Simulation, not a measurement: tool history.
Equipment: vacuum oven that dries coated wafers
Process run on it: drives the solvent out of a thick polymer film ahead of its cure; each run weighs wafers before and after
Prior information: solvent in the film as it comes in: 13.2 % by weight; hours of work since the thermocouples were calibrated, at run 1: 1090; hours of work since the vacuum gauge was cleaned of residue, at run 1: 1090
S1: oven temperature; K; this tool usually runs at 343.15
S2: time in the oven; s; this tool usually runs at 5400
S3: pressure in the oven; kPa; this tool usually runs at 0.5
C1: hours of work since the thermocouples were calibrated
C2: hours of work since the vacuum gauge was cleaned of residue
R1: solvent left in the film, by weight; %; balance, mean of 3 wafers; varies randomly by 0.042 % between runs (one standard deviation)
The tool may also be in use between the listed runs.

| run | hour | S1 | S2 | S3 | C1 | C2 | R1 |
|---|---|---|---|---|---|---|---|
| 1 | 0 | 343.15 | 5400 | 0.5 | 1090 | 1090 | 0.91 |
| 2 | 53 | 339.15 | 5400 | 0.5 | 1115 | 1115 | 1.43 |
| 3 | 112 | 339.15 | 5400 | 0.5 | 1144 | 1144 | 1.45 |
| 4 | 181.6 | 339.15 | 5400 | 0.5 | 1177 | 1177 | 1.38 |
| 5 | 229.5 | 343.15 | 5400 | 0.5 | 1200 | 1200 | 0.94 |
| 6 | 272.6 | 343.15 | 5400 | 0.284 | 1221 | 1221 | 0.79 |
| 7 | 341.6 | 343.15 | 5400 | 0.5 | 1254 | 1254 | 0.91 |
| 8 | 398.1 | 343.15 | 5400 | 0.5 | 1281 | 1281 | 0.98 |
| 9 | 452.8 | 343.15 | 5400 | 1.531 | 1308 | 1308 | 1.9 |
| 10 | 506.4 | 343.15 | 5400 | 1.531 | 1333 | 1333 | 1.9 |
| 11 | 544.9 | 340.15 | 5400 | 0.5 | 1352 | 1352 | 1.29 |
| 12 | 616.8 | 331.15 | 5400 | 0.5 | 1387 | 1387 | 2.98 |
| 13 | 657.2 | 343.15 | 5400 | 0.5 | 1406 | 1406 | 0.91 |
| 14 | 707.1 | 343.15 | 5400 | 1.361 | 1430 | 1430 | 1.72 |
| 15 | 736.8 | 343.15 | 8280 | 1.361 | 1444 | 1444 | 1.45 |
| 16 | 799.9 | 343.15 | 8280 | 1.361 | 1475 | 1475 | 1.34 |
| 17 | 846 | 343.15 | 5400 | 1.51 | 1497 | 1497 | 1.9 |
| 18 | 879.9 | 343.15 | 5400 | 1.51 | 1513 | 1513 | 1.78 |
|  | 951 | oven's thermocouples calibrated |
|  | 952.5 | vacuum gauge cleaned of residue and calibrated |
| 19 | 952.9 | 343.15 | 5400 | 1.51 | 0 | 0 | 1.86 |
| 20 | 982.2 | 343.15 | 5400 | 1.51 | 14 | 14 | 1.79 |
| 21 | 1028.4 | 343.15 | 5400 | 0.304 | 37 | 37 | 0.72 |
| 22 | 1076.8 | 343.15 | 2820 | 0.304 | 60 | 60 | 2.33 |
| 23 | 1140.7 | 343.15 | 2820 | 0.304 | 91 | 91 | 2.34 |
| 24 | 1195.2 | 341.15 | 5400 | 0.34 | 117 | 117 | 0.91 |
| 25 | 1243.8 | 341.15 | 5400 | 0.34 | 140 | 140 | 1.03 |
| 26 | 1307.9 | 343.15 | 5400 | 0.504 | 171 | 171 | 0.92 |
| 27 | 1354.2 | 343.15 | 5400 | 0.3 | 193 | 193 | 0.71 |
| 28 | 1413.8 | 343.15 | 5400 | 0.3 | 222 | 222 | 0.72 |
| 29 | 1444.1 | 339.15 | 5400 | 0.5 | 237 | 237 | 1.44 |
| 30 | 1496.9 | 339.15 | 5400 | 0.5 | 262 | 262 | 1.5 |
| 31 | 1531 | 347.15 | 6480 | 0.844 | 278 | 278 | 0.77 |
| 32 | 1603.2 | 341.15 | 4440 | 0.5 | 313 | 313 | 1.6 |
| 33 | 1669.3 | 341.15 | 4440 | 0.5 | 345 | 345 | 1.62 |
| 34 | 1728 | 341.15 | 6060 | 0.315 | 373 | 373 | 0.75 |
| 35 | 1778.2 | 343.15 | 5400 | 0.604 | 397 | 397 | 1 |
| 36 | 1819.8 | 354.15 | 5400 | 0.604 | 417 | 417 | 0.45 |
| 37 | 1874.3 | 354.15 | 5400 | 0.604 | 444 | 444 | 0.45 |
| 38 | 1938.9 | 358.15 | 5400 | 0.5 | 475 | 475 | 0.27 |
| 39 | 2000.9 | 349.15 | 5340 | 0.5 | 504 | 504 | 0.55 |
| 40 | 2071.5 | 350.15 | 5340 | 0.567 | 538 | 538 | 0.44 |
| 41 | 2141 | 345.15 | 8940 | 0.567 | 572 | 572 | 0.56 |
| 42 | 2179 | 347.15 | 3840 | 1.327 | 590 | 590 | 1.69 |
| 43 | 2238.4 | 347.15 | 3840 | 1.014 | 619 | 619 | 1.5 |
| 44 | 2285.6 | 331.15 | 2880 | 1.352 | 641 | 641 | 6.08 |
| 45 | 2327.2 | 331.15 | 2880 | 1.352 | 662 | 662 | 6.17 |
| 46 | 2386.9 | 331.15 | 5460 | 0.629 | 690 | 690 | 3.09 |

Branching from run 46: 4 alternative next runs. What would each branch give?
| A | 2435.9 | 346.15 | 3240 | 1.748 | 714 | 714 | ? |
| B | 2435.9 | 353.15 | 5400 | 0.994 | 714 | 714 | ? |
| C | 2435.9 | 345.15 | 4140 | 0.944 | 714 | 714 | ? |
| D | 2435.9 | 345.15 | 4020 | 0.5 | 714 | 714 | ? |

| run | R1 |
|---|---|
| A | 2.5 |
| B | 0.68 |
| C | 1.54 |
| D | 1.22 |
The same runs, with their run-to-run variation unchanged, on a tool lacking any hidden condition would have given:
| run | R1 |
|---|---|
| A | 2.5 |
| B | 0.67 |
| C | 1.53 |
| D | 1.21 |
